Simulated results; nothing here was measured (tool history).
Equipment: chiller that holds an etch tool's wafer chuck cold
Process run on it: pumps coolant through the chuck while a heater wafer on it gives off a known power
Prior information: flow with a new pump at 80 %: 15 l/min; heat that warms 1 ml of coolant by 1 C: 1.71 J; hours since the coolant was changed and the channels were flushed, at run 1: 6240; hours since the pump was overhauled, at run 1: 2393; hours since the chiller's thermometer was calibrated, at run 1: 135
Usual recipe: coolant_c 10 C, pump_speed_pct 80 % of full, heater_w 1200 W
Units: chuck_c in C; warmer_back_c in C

run	day	coolant_c	pump_speed_pct	heater_w	hours since the coolant was changed and the channels were flushed	hours since the pump was overhauled	hours since the chiller's thermometer was calibrated	chuck_c	warmer_back_c
1	0	10	80	1200	6240	2393	135	21.3	2.86
2	2.471	10	80	1200	6299	2453	194	21.5	2.87
3	3.688	10	65	1200	6328	2482	223	23.8	3.54
4	5.508	10	80	1200	6372	2526	267	21.6	2.86
5	7.021	10	80	1200	6408	2562	303	21.4	2.87
6	9.612	10	80	1200	6470	2624	365	21.5	2.89
7	11.088	10	80	1200	6506	2659	401	21.5	2.86
8	12.629	10	80	1200	6543	2696	438	21.6	2.87
9	14.679	10	80	1200	6592	2746	487	21.6	2.86
10	16.317	10	80	1200	6631	2785	526	21.5	2.89
11	17.879	10	80	1200	6669	2823	564	21.7	2.88
12	19.938	10	96	1200	6718	2872	613	20.1	2.38
13	21.608	10	96	1200	6758	2912	653	20.1	2.36
14	23.104	10	96	1200	6794	2948	689	20	2.38
15	25.592	10	80	1200	6854	3008	749	21.7	2.84
16	28.096	10	80	1200	6914	3068	809	21.6	2.83
17	29.562	10	80	1200	6949	3103	844	21.5	2.87
18	31.467	5	80	805	6995	3149	890	12.8	1.91
19	34.175	10	81	1236	7060	3214	955	21.9	2.92
20	35.975	9	96	902	7103	3257	998	16.6	1.81
21	38.571	9	96	902	7165	3319	1060	16.5	1.8
22	40.746	10	96	902	7218	3371	1112	17.6	1.77
23	43.333	10	96	902	7280	3433	1175	17.6	1.78
24	45.004	10	96	902	7320	3474	1215	17.6	1.81
25	46.875	16	65	702	7365	3518	1260	24.4	2.1
26	48.275	5	69	1200	7398	3552	1293	18.4	3.35
27	49.55	5	69	1200	7429	3583	1324	18.5	3.39
28	51.504	17	80	1200	7476	3630	1371	28.7	2.91
29	53.075	17	80	769	7513	3667	1408	24.4	1.81

Expected results for the next run?
30	55.633	1	87	1200	7575	3729	1470	?	?

{"run 30": {"chuck_c": 12.2, "warmer_back_c": 2.67}}
If the tool had no hidden condition, the same run with the same run-to-run variation would have returned chuck_c 10.4 C, warmer_back_c 2.6 C.
